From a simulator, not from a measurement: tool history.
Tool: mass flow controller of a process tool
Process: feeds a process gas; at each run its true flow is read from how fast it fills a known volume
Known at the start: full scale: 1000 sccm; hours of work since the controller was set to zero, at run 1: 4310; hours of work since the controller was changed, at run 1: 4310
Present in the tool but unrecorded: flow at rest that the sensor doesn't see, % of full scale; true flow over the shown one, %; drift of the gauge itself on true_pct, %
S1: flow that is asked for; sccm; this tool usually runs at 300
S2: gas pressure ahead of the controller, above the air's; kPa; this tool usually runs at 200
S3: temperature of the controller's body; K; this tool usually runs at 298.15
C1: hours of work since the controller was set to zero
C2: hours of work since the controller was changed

run 1 day=0.000 | S1=300 S2=200 S3=298.15 | C1=4310 C2=4310 | true_flow_(%)=95.66
run 2 day=12.050 | S1=300 S2=200 S3=298.15 | C1=4415 C2=4415 | true_flow_(%)=95.51
run 3 day=21.875 | S1=300 S2=200 S3=310.15 | C1=4500 C2=4500 | true_flow_(%)=94.78
run 4 day=34.083 | S1=300 S2=200 S3=298.15 | C1=4605 C2=4605 | true_flow_(%)=95.45
run 5 day=39.267 | S1=300 S2=200 S3=298.15 | C1=4650 C2=4650 | true_flow_(%)=95.51
run 6 day=46.867 | S1=300 S2=200 S3=302.15 | C1=4716 C2=4716 | true_flow_(%)=95.26
run 7 day=52.571 | S1=300 S2=165 S3=298.15 | C1=4765 C2=4765 | true_flow_(%)=95.28
run 8 day=58.808 | S1=300 S2=146 S3=298.15 | C1=4819 C2=4819 | true_flow_(%)=95.13
run 9 day=65.833 | S1=300 S2=212 S3=298.15 | C1=4880 C2=4880 | true_flow_(%)=95.34
run 10 day=77.604 | S1=300 S2=212 S3=298.15 | C1=4982 C2=4982 | true_flow_(%)=95.37
run 11 day=87.946 | S1=300 S2=212 S3=298.15 | C1=5071 C2=5071 | true_flow_(%)=95.42
run 12 day=99.721 | S1=300 S2=212 S3=298.15 | C1=5173 C2=5173 | true_flow_(%)=95.27
run 13 day=112.033 | S1=300 S2=200 S3=308.15 | C1=5280 C2=5280 | true_flow_(%)=94.52
-- day=114.712 controller's zero set anew
run 14 day=123.429 | S1=300 S2=228 S3=298.15 | C1=75 C2=5378 | true_flow_(%)=94.75
run 15 day=131.146 | S1=300 S2=228 S3=298.15 | C1=142 C2=5445 | true_flow_(%)=94.72
run 16 day=141.429 | S1=300 S2=228 S3=298.15 | C1=231 C2=5534 | true_flow_(%)=94.76
run 17 day=149.017 | S1=300 S2=228 S3=298.15 | C1=297 C2=5599 | true_flow_(%)=94.61
-- day=149.938 controller's zero set anew, once more
run 18 day=155.804 | S1=300 S2=228 S3=298.15 | C1=51 C2=5658 | true_flow_(%)=96.78
run 19 day=161.438 | S1=575 S2=200 S3=298.15 | C1=100 C2=5707 | true_flow_(%)=97.16
run 20 day=173.796 | S1=300 S2=200 S3=298.15 | C1=206 C2=5814 | true_flow_(%)=96.56
run 21 day=185.150 | S1=110 S2=200 S3=298.15 | C1=305 C2=5912 | true_flow_(%)=95.57
run 22 day=190.433 | S1=110 S2=200 S3=298.15 | C1=350 C2=5958 | true_flow_(%)=95.60
run 23 day=201.892 | S1=110 S2=200 S3=298.15 | C1=449 C2=6057 | true_flow_(%)=95.35
run 24 day=211.429 | S1=257 S2=200 S3=298.15 | C1=532 C2=6139 | true_flow_(%)=96.05
run 25 day=217.933 | S1=300 S2=169 S3=298.15 | C1=588 C2=6196 | true_flow_(%)=96.08
run 26 day=223.071 | S1=300 S2=169 S3=298.15 | C1=633 C2=6240 | true_flow_(%)=96.06
run 27 day=232.400 | S1=300 S2=169 S3=298.15 | C1=713 C2=6321 | true_flow_(%)=95.88
run 28 day=237.604 | S1=300 S2=169 S3=298.15 | C1=758 C2=6366 | true_flow_(%)=96.03
run 29 day=247.146 | S1=151 S2=147 S3=298.15 | C1=841 C2=6448 | true_flow_(%)=95.14
run 30 day=255.017 | S1=461 S2=253 S3=307.15 | C1=909 C2=6516 | true_flow_(%)=96.34
run 31 day=265.742 | S1=461 S2=253 S3=307.15 | C1=1002 C2=6609 | true_flow_(%)=96.27
run 32 day=276.021 | S1=461 S2=253 S3=307.15 | C1=1091 C2=6698 | true_flow_(%)=96.28
run 33 day=286.971 | S1=461 S2=253 S3=307.15 | C1=1186 C2=6793 | true_flow_(%)=96.35
run 34 day=294.925 | S1=274 S2=261 S3=311.15 | C1=1254 C2=6862 | true_flow_(%)=95.23
run 35 day=301.175 | S1=274 S2=164 S3=303.15 | C1=1309 C2=6916 | true_flow_(%)=95.20
run 36 day=312.717 | S1=274 S2=164 S3=303.15 | C1=1408 C2=7016 | true_flow_(%)=95.11
run 37 day=324.371 | S1=274 S2=164 S3=303.15 | C1=1509 C2=7116 | true_flow_(%)=95.09
run 38 day=336.583 | S1=274 S2=164 S3=303.15 | C1=1615 C2=7222 | true_flow_(%)=95.18
run 39 day=344.212 | S1=174 S2=148 S3=303.15 | C1=1681 C2=7288 | true_flow_(%)=94.29
run 40 day=351.408 | S1=465 S2=275 S3=302.15 | C1=1743 C2=7350 | true_flow_(%)=96.49
run 41 day=358.383 | S1=285 S2=222 S3=294.15 | C1=1803 C2=7411 | true_flow_(%)=95.95
run 42 day=365.683 | S1=285 S2=222 S3=294.15 | C1=1867 C2=7474 | true_flow_(%)=95.84
run 43 day=373.925 | S1=285 S2=222 S3=294.15 | C1=1938 C2=7545 | true_flow_(%)=95.78
run 44 day=380.642 | S1=300 S2=200 S3=306.15 | C1=1996 C2=7603 | true_flow_(%)=94.94
run 45 day=388.692 | S1=660 S2=152 S3=293.15 | C1=2066 C2=7673 | true_flow_(%)=96.82
run 46 day=398.275 | S1=489 S2=160 S3=298.15 | C1=2149 C2=7756 | true_flow_(%)=95.93
run 47 day=406.933 | S1=489 S2=160 S3=298.15 | C1=2224 C2=7831 | true_flow_(%)=96.00
run 48 day=418.079 | S1=167 S2=200 S3=303.15 | C1=2320 C2=7927 | true_flow_(%)=94.04

Below are 3 alternative next runs, each starting from the tool's condition after run 48. Predict each:
run A day=430.192 | S1=167 S2=200 S3=303.15 | C1=2425 C2=8032 | true_flow_(%)=?
run B day=430.192 | S1=167 S2=263 S3=303.15 | C1=2425 C2=8032 | true_flow_(%)=?
run C day=430.192 | S1=378 S2=200 S3=298.15 | C1=2425 C2=8032 | true_flow_(%)=?

run=A true_flow_(%)=93.93
run=B true_flow_(%)=94.39
run=C true_flow_(%)=95.71
Had the tool no hidden state, the same runs would have come out as:
run=A true_flow_(%)=97.29
run=B true_flow_(%)=97.75
run=C true_flow_(%)=98.30
